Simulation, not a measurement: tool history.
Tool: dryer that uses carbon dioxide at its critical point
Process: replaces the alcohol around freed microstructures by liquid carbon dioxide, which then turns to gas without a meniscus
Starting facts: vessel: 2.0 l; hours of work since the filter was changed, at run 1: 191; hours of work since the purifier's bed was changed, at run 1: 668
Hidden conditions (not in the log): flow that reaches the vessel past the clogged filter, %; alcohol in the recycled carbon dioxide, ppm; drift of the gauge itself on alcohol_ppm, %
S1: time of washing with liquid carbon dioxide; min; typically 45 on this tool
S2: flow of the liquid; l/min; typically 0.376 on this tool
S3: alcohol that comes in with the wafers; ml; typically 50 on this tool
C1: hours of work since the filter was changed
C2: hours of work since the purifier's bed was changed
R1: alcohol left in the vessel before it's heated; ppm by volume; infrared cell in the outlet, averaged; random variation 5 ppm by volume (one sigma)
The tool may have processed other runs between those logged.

run     day  S1     S2   S3   C1   C2   R1
  1   0.000  45  0.376   50  191  668  131
  2   0.804  52  0.376   50  206  683  127
  3   2.025  52  0.376   50  228  705  138
  4   2.950  52  0.376   50  246  723  139
      3.758  -- inlet filter changed
  5   3.971  45  0.376   50    4  741  140
  6   4.821  45  0.376   50   20  757  152
  7   5.867  45  0.376   50   39  776  147
  8   6.467  45  0.544   50   50  787  146
  9   7.146  45  0.419   28   63  800  145
 10   8.279  45  0.419   28   84  821  153
 11   9.417  59  0.290   49  105  842  161
 12  10.121  45  0.376   86  118  855  189
 13  10.892  45  0.259   50  132  869  341
 14  11.950  45  0.259   50  152  889  340
 15  12.500  45  0.259  118  162  899  605

4 options for the next run, each taken on its own from the tool as it stands now. Forecast them:
  A  13.312  69  0.399  58  177  914   ?
  B  13.312  31  0.376  43  177  914   ?
  C  13.312  39  0.260  50  177  914   ?
  D  13.312  31  0.376  50  177  914   ?

run   R1
  A  163
  B  341
  C  523
  D  359
Stripped of hidden state, with their random variation kept, the same runs would have yielded:
run   R1
  A    7
  B  149
  C  301
  D  167
